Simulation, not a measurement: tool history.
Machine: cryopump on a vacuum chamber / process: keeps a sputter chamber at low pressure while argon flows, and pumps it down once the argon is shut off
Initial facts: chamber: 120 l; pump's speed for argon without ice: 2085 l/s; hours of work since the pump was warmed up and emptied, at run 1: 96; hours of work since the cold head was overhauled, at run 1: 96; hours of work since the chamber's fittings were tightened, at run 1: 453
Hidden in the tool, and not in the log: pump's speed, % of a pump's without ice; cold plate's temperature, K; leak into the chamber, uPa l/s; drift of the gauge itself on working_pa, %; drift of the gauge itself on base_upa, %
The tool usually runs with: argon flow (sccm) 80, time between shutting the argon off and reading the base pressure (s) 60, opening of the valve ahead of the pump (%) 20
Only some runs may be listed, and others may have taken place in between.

run,hour,argon flow (sccm),time between shutting the argon off and reading the base pressure (s),opening of the valve ahead of the pump (%),hours of work since the pump was warmed up and emptied,hours of work since the cold head was overhauled,hours of work since the chamber's fittings were tightened,pressure while argon flows (Pa),pressure after the wait (uPa)
1,0,80,60,20,96,96,453,0.3268,0.51
2,56.7,80,60,20,138,138,495,0.3278,0.54
3,176.1,80,68,20,228,228,584,0.3261,0.53
4,293.5,80,60,34,315,315,672,0.1953,0.58
5,357.5,80,115,34,363,363,719,0.1972,0.45
6,435.3,80,60,38,421,421,777,0.1771,0.61
7,527.5,80,60,20,490,490,846,0.3336,0.63
8,606,80,64,20,548,548,905,0.3327,0.6
9,680.8,80,64,20,604,604,960,0.3326,0.6
10,752.4,67,64,20,657,657,1014,0.2814,0.57

Run 11 comes next. What will it give?
11,832.1,41,107,26,717,717,1073,?,?

pressure while argon flows (Pa): 0.1326
pressure after the wait (uPa): 0.44
Minus the tool's unlogged condition, the same run would have read pressure while argon flows (Pa) 0.1267, pressure after the wait (uPa) 0.29.
